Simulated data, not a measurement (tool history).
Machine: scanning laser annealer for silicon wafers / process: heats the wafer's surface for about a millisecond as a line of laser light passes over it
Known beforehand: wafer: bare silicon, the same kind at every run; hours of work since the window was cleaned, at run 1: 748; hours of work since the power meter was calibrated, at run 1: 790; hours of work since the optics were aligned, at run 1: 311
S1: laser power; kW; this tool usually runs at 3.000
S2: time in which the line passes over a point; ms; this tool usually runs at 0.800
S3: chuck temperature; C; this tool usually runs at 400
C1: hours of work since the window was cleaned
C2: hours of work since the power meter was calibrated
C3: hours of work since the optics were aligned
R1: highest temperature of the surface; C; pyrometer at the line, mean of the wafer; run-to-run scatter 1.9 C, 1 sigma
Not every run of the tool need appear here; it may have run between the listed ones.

| run | day | S1 | S2 | S3 | C1 | C2 | C3 | R1 |
|---|---|---|---|---|---|---|---|---|
| 1 | 0.000 | 3.000 | 0.800 | 400 | 748 | 790 | 311 | 1126 |
| 2 | 1.317 | 3.201 | 0.800 | 400 | 771 | 813 | 334 | 1182 |
| 3 | 2.433 | 3.201 | 0.800 | 400 | 791 | 832 | 353 | 1180 |
| 4 | 3.471 | 3.201 | 0.800 | 400 | 809 | 850 | 371 | 1175 |
| 5 | 4.554 | 3.201 | 0.800 | 400 | 828 | 869 | 390 | 1176 |
| 6 | 5.733 | 3.201 | 0.800 | 400 | 848 | 890 | 411 | 1176 |
| 7 | 7.004 | 3.201 | 0.800 | 400 | 870 | 912 | 433 | 1174 |
| 8 | 8.075 | 3.201 | 0.979 | 400 | 889 | 931 | 451 | 1254 |
| 9 | 8.967 | 3.201 | 0.979 | 400 | 905 | 946 | 467 | 1251 |
| 10 | 10.133 | 3.000 | 0.800 | 400 | 925 | 966 | 487 | 1114 |
| 11 | 11.233 | 3.000 | 0.800 | 400 | 944 | 986 | 506 | 1111 |
| 12 | 12.333 | 3.000 | 0.939 | 400 | 963 | 1005 | 526 | 1168 |
|  | 12.971 | window over the wafer cleaned |
| 13 | 13.317 | 3.171 | 0.800 | 400 | 6 | 1020 | 541 | 1211 |
| 14 | 13.938 | 3.171 | 0.800 | 400 | 17 | 1031 | 552 | 1209 |
| 15 | 14.633 | 3.000 | 0.800 | 400 | 29 | 1043 | 564 | 1154 |
| 16 | 15.600 | 3.000 | 0.592 | 400 | 46 | 1060 | 581 | 1055 |
| 17 | 16.179 | 3.000 | 0.800 | 400 | 56 | 1070 | 591 | 1158 |
| 18 | 16.854 | 3.000 | 0.800 | 400 | 68 | 1082 | 603 | 1156 |
| 19 | 17.492 | 3.000 | 0.800 | 400 | 79 | 1093 | 614 | 1155 |
| 20 | 18.583 | 3.000 | 0.800 | 400 | 98 | 1112 | 633 | 1153 |
| 21 | 19.729 | 3.000 | 0.800 | 400 | 118 | 1132 | 653 | 1151 |
| 22 | 20.942 | 3.000 | 0.755 | 400 | 139 | 1153 | 674 | 1129 |
| 23 | 21.871 | 3.000 | 0.755 | 400 | 155 | 1170 | 690 | 1128 |
| 24 | 22.417 | 3.000 | 0.800 | 426 | 165 | 1179 | 700 | 1174 |
| 25 | 23.183 | 2.750 | 0.800 | 400 | 178 | 1192 | 713 | 1078 |
| 26 | 24.092 | 2.750 | 0.586 | 391 | 194 | 1208 | 729 | 969 |
| 27 | 25.321 | 2.750 | 0.586 | 391 | 215 | 1230 | 751 | 967 |
| 28 | 26.108 | 2.621 | 0.800 | 412 | 229 | 1243 | 764 | 1044 |
|  | 27.358 | optics aligned, line set to its width |
| 29 | 27.479 | 3.000 | 0.928 | 379 | 249 | 1264 | 2 | 1194 |
| 30 | 28.183 | 2.784 | 0.907 | 361 | 262 | 1276 | 14 | 1099 |
| 31 | 29.088 | 3.000 | 0.785 | 392 | 277 | 1292 | 30 | 1139 |
| 32 | 30.279 | 3.000 | 0.785 | 392 | 298 | 1313 | 51 | 1143 |
| 33 | 31.146 | 2.695 | 0.703 | 400 | 313 | 1328 | 66 | 1024 |
| 34 | 31.700 | 2.878 | 0.703 | 394 | 323 | 1337 | 76 | 1066 |
| 35 | 32.321 | 2.651 | 0.707 | 364 | 334 | 1348 | 87 | 975 |
| 36 | 33.029 | 2.951 | 0.707 | 379 | 346 | 1360 | 99 | 1075 |
| 37 | 33.612 | 2.841 | 0.886 | 409 | 356 | 1371 | 109 | 1151 |
| 38 | 34.271 | 3.057 | 0.800 | 400 | 368 | 1382 | 121 | 1168 |
| 39 | 34.892 | 3.162 | 0.719 | 379 | 379 | 1393 | 131 | 1138 |
| 40 | 36.133 | 2.650 | 0.753 | 361 | 400 | 1415 | 153 | 989 |
| 41 | 37.279 | 2.650 | 0.792 | 416 | 420 | 1435 | 173 | 1056 |

What differs in the tool's unlogged condition from the final listed run ahead of each entry between runs to the first listed run following it?
Between runs 12 and 13: window over the wafer cleaned (day 12.971)
  light that passes the window, % of a clean one's: 94.48 -> 99.93; laser's true power over the reading, %: 0.53 -> 0.54; width of the line over the set one, %: 1.97 -> 2.03
  measured result minus the result with no hidden state, R1: -60 -> -7 C
Between runs 28 and 29: optics aligned, line set to its width (day 27.358)
  light that passes the window, % of a clean one's: 98.66 -> 98.54; laser's true power over the reading, %: 0.63 -> 0.64; width of the line over the set one, %: 2.84 -> 0.06
  measured result minus the result with no hidden state, R1: -18 -> -8 C
